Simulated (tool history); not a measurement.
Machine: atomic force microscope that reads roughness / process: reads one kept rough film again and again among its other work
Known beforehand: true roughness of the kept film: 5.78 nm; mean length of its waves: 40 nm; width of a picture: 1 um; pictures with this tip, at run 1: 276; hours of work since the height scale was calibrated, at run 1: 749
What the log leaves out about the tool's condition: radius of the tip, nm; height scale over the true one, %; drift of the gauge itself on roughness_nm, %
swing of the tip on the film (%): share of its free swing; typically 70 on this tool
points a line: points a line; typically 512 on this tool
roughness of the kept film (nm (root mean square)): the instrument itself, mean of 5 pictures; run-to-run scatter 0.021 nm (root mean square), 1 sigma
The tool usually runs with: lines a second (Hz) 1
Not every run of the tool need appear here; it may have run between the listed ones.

run	hour	lines a second (Hz)	swing of the tip on the film (%)	points a line	pictures with this tip	hours of work since the height scale was calibrated	roughness of the kept film (nm (root mean square))
1	0	1	70	512	276	749	4.374
# hour 21: new tip fitted
2	30.5	1	70	512	12	771	5.08
3	52.9	1	70	398	40	787	4.982
4	83.3	1	70	398	79	809	4.862
5	104.1	1	70	739	105	824	4.756
6	128.7	1	70	739	136	842	4.737
7	143.9	1	67	512	155	853	4.673
8	165.8	1	71	512	183	869	4.562
9	194	1	71	512	219	890	4.446
# hour 197.1: height scale calibrated on a step standard
10	226.7	1	70	512	259	21	4.371
11	247.8	1	70	512	285	37	4.294
# hour 262.6: new tip fitted
12	282.2	1	70	512	24	62	4.999
13	296	1.56	72	1022	42	72	4.812
14	320.1	0.97	80	402	72	89	4.761
15	334.4	0.97	88	550	90	99	4.529
16	352.3	3.28	63	562	113	112	4.555
17	366.6	1	60	452	131	123	4.858
18	387.7	0.86	78	408	158	138	4.596
# hour 391.6: height scale calibrated on a step standard, once more
19	405.2	0.81	76	651	178	10	4.564
20	433.1	3.8	65	280	214	30	4.11
21	461.3	1.01	65	881	249	51	4.465
22	483.8	1.01	65	881	278	67	4.389
23	501.9	0.61	87	459	301	80	4.17

Some steps in roughness of the kept film (nm (root mean square)), run to run, broken into two amounts with sign: the step expected even without the hidden condition (settings, incoming material, random variation), and the rest, left for the hidden condition together with whatever gauge scatter is not in both the measured and the hidden-condition-free result:
Run 1 -> 2: new tip fitted. roughness of the kept film (nm (root mean square)) +0.706: hidden state +0.726, all else -0.02.
Run 11 -> 12: new tip fitted. roughness of the kept film (nm (root mean square)) +0.705: hidden state +0.715, all else -0.01.
